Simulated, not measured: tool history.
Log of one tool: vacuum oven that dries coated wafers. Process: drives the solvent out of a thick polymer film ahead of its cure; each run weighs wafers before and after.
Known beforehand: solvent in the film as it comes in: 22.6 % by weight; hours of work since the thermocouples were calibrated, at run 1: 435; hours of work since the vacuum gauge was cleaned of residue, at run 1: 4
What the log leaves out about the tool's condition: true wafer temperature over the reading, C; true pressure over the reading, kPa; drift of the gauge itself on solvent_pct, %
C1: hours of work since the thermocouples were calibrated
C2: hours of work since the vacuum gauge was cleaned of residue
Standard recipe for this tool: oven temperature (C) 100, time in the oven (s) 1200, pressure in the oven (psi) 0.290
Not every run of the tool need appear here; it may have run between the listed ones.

{"run": 1, "day": 0.0, "oven temperature (C)": 100, "time in the oven (s)": 1200, "pressure in the oven (psi)": 0.29, "C1": 435, "C2": 4, "solvent left in the film (%)": 1.66}
{"run": 2, "day": 4.338, "oven temperature (C)": 100, "time in the oven (s)": 1200, "pressure in the oven (psi)": 0.149, "C1": 492, "C2": 61, "solvent left in the film (%)": 1.37}
{"run": 3, "day": 6.958, "oven temperature (C)": 100, "time in the oven (s)": 1200, "pressure in the oven (psi)": 0.149, "C1": 527, "C2": 95, "solvent left in the film (%)": 1.33}
{"run": 4, "day": 9.162, "oven temperature (C)": 100, "time in the oven (s)": 1200, "pressure in the oven (psi)": 0.149, "C1": 556, "C2": 124, "solvent left in the film (%)": 1.29}
{"run": 5, "day": 14.371, "oven temperature (C)": 100, "time in the oven (s)": 1200, "pressure in the oven (psi)": 0.722, "C1": 624, "C2": 192, "solvent left in the film (%)": 2.88}
{"run": 6, "day": 18.196, "oven temperature (C)": 100, "time in the oven (s)": 1200, "pressure in the oven (psi)": 0.722, "C1": 674, "C2": 242, "solvent left in the film (%)": 2.94}
{"run": 7, "day": 20.371, "oven temperature (C)": 100, "time in the oven (s)": 1200, "pressure in the oven (psi)": 0.29, "C1": 703, "C2": 271, "solvent left in the film (%)": 1.75}
{"run": 8, "day": 25.175, "oven temperature (C)": 100, "time in the oven (s)": 1200, "pressure in the oven (psi)": 0.29, "C1": 766, "C2": 334, "solvent left in the film (%)": 1.84}
{"run": 9, "day": 29.388, "oven temperature (C)": 100, "time in the oven (s)": 1200, "pressure in the oven (psi)": 0.323, "C1": 821, "C2": 389, "solvent left in the film (%)": 1.99}
{"run": 10, "day": 32.488, "oven temperature (C)": 87, "time in the oven (s)": 1200, "pressure in the oven (psi)": 0.29, "C1": 861, "C2": 430, "solvent left in the film (%)": 7.37}
{"run": 11, "day": 37.5, "oven temperature (C)": 87, "time in the oven (s)": 1200, "pressure in the oven (psi)": 0.29, "C1": 927, "C2": 495, "solvent left in the film (%)": 7.47}
{"run": 12, "day": 40.088, "oven temperature (C)": 87, "time in the oven (s)": 1200, "pressure in the oven (psi)": 0.29, "C1": 961, "C2": 529, "solvent left in the film (%)": 7.4}
{"run": 13, "day": 45.142, "oven temperature (C)": 87, "time in the oven (s)": 1200, "pressure in the oven (psi)": 0.29, "C1": 1027, "C2": 596, "solvent left in the film (%)": 7.63}
{"run": 14, "day": 47.354, "oven temperature (C)": 87, "time in the oven (s)": 1200, "pressure in the oven (psi)": 0.29, "C1": 1056, "C2": 625, "solvent left in the film (%)": 7.54}
{"run": 15, "day": 50.492, "oven temperature (C)": 88, "time in the oven (s)": 660, "pressure in the oven (psi)": 0.985, "C1": 1097, "C2": 666, "solvent left in the film (%)": 12.28}
{"run": 16, "day": 54.358, "oven temperature (C)": 96, "time in the oven (s)": 660, "pressure in the oven (psi)": 1.104, "C1": 1148, "C2": 717, "solvent left in the film (%)": 8.77}
{"run": 17, "day": 57.392, "oven temperature (C)": 113, "time in the oven (s)": 1260, "pressure in the oven (psi)": 1.104, "C1": 1188, "C2": 756, "solvent left in the film (%)": 2.01}
{"run": 18, "day": 60.679, "oven temperature (C)": 96, "time in the oven (s)": 1680, "pressure in the oven (psi)": 0.589, "C1": 1231, "C2": 799, "solvent left in the film (%)": 3.14}
{"day": 61.038, "done": "oven's thermocouples calibrated"}
{"run": 19, "day": 64.458, "oven temperature (C)": 96, "time in the oven (s)": 1680, "pressure in the oven (psi)": 0.589, "C1": 45, "C2": 848, "solvent left in the film (%)": 3.2}
{"run": 20, "day": 69.188, "oven temperature (C)": 96, "time in the oven (s)": 1680, "pressure in the oven (psi)": 1.04, "C1": 107, "C2": 910, "solvent left in the film (%)": 4.78}
{"day": 70.608, "done": "oven's thermocouples calibrated, once more"}
{"run": 21, "day": 73.538, "oven temperature (C)": 96, "time in the oven (s)": 1860, "pressure in the oven (psi)": 0.363, "C1": 38, "C2": 966, "solvent left in the film (%)": 1.71}
{"run": 22, "day": 78.25, "oven temperature (C)": 100, "time in the oven (s)": 1200, "pressure in the oven (psi)": 0.609, "C1": 100, "C2": 1028, "solvent left in the film (%)": 2.34}
{"run": 23, "day": 80.762, "oven temperature (C)": 100, "time in the oven (s)": 1200, "pressure in the oven (psi)": 0.609, "C1": 133, "C2": 1061, "solvent left in the film (%)": 2.53}
{"run": 24, "day": 83.775, "oven temperature (C)": 100, "time in the oven (s)": 780, "pressure in the oven (psi)": 0.151, "C1": 173, "C2": 1100, "solvent left in the film (%)": 3.03}
{"run": 25, "day": 87.267, "oven temperature (C)": 97, "time in the oven (s)": 2040, "pressure in the oven (psi)": 0.727, "C1": 218, "C2": 1146, "solvent left in the film (%)": 2.64}
{"run": 26, "day": 90.883, "oven temperature (C)": 90, "time in the oven (s)": 960, "pressure in the oven (psi)": 0.154, "C1": 266, "C2": 1193, "solvent left in the film (%)": 6.33}
{"run": 27, "day": 94.812, "oven temperature (C)": 105, "time in the oven (s)": 660, "pressure in the oven (psi)": 0.365, "C1": 317, "C2": 1245, "solvent left in the film (%)": 2.56}

Here are 3 independent what-if runs from the current tool condition. What would each one return?
{"run": "A", "day": 99.488, "oven temperature (C)": 92, "time in the oven (s)": 1080, "pressure in the oven (psi)": 0.19, "C1": 379, "C2": 1306, "solvent left in the film (%)": "?"}
{"run": "B", "day": 99.488, "oven temperature (C)": 91, "time in the oven (s)": 840, "pressure in the oven (psi)": 0.365, "C1": 379, "C2": 1306, "solvent left in the film (%)": "?"}
{"run": "C", "day": 99.488, "oven temperature (C)": 105, "time in the oven (s)": 660, "pressure in the oven (psi)": 0.365, "C1": 379, "C2": 1306, "solvent left in the film (%)": "?"}

run=A solvent_left_in_the_film_(%)=4.91
run=B solvent_left_in_the_film_(%)=7.46
run=C solvent_left_in_the_film_(%)=2.71
With no hidden state in the tool, these same runs would have given:
run=A solvent_left_in_the_film_(%)=4.40
run=B solvent_left_in_the_film_(%)=6.93
run=C solvent_left_in_the_film_(%)=2.37

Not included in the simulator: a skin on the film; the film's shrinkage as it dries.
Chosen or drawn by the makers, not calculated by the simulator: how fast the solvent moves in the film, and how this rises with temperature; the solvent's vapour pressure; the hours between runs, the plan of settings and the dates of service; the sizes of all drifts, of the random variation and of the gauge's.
